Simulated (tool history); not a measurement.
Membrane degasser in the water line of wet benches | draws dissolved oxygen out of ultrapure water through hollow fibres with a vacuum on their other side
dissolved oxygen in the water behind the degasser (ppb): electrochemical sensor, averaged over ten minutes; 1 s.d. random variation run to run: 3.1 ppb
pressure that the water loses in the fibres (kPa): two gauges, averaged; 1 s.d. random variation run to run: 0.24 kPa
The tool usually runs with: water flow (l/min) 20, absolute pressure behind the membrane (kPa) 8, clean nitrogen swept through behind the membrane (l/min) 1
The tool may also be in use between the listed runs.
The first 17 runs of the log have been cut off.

run    hour  water flow (l/min)  absolute pressure behind the membrane (kPa)  clean nitrogen swept through behind the membrane (l/min)  dissolved oxygen in the water behind the degasser (ppb)  pressure that the water loses in the fibres (kPa)
 18  2383.9                  19                                         7.98                                                      0.68                                                    358.9                                                 60
 19  2548.8                  12                                        15.61                                                      1.95                                                    193.1                                              37.48
 20  2631.9                  12                                        10.02                                                      2.62                                                     86.9                                               37.7
 21  2768.9                  12                                        15.56                                                      2.62                                                    145.7                                              37.35
 22    2856                  12                                        15.56                                                      2.62                                                    146.3                                              37.66
 23  3025.9                  24                                        15.56                                                      1.03                                                    750.2                                              74.74
 24  3121.7                  31                                         7.14                                                         1                                                    636.6                                              96.32
 25  3260.7                  31                                         7.14                                                         1                                                    634.4                                              96.83
 26    3358                  31                                         7.14                                                         1                                                    633.5                                              96.53
 27  3453.3                  31                                         7.14                                                         1                                                    623.8                                              96.53
 28  3554.6                  31                                         7.14                                                         1                                                    623.1                                              96.64
 29  3751.6                  23                                         7.14                                                      0.62                                                    445.8                                               71.7
     3762.1  -- gauge calibrated
 30  3860.4                  19                                         7.14                                                      2.37                                                    159.2                                              60.91
 31  3972.9                  28                                         5.64                                                         1                                                    442.2                                              89.46
 32  4076.2                  24                                            8                                                      0.47                                                      611                                              76.82
 33    4164                  16                                        16.25                                                         1                                                    493.6                                              51.14

Here are 3 independent what-if runs from the current tool condition. What would each one return?
  A  4362.9                  20                                         7.02                                                         1                                                        ?                                                  ?
  B  4362.9                  22                                         7.35                                                         1                                                        ?                                                  ?
  C  4362.9                  20                                        10.11                                                      0.72                                                        ?                                                  ?

run  dissolved oxygen in the water behind the degasser (ppb)  pressure that the water loses in the fibres (kPa)
  A                                                    263.4                                              63.39
  B                                                      339                                              70.26
  C                                                      488                                              63.61
Take away the tool's hidden state, keep each run's random variation, and the runs would have read:
run  dissolved oxygen in the water behind the degasser (ppb)  pressure that the water loses in the fibres (kPa)
  A                                                    262.9                                              63.65
  B                                                    338.4                                              70.55
  C                                                    487.4                                              63.87

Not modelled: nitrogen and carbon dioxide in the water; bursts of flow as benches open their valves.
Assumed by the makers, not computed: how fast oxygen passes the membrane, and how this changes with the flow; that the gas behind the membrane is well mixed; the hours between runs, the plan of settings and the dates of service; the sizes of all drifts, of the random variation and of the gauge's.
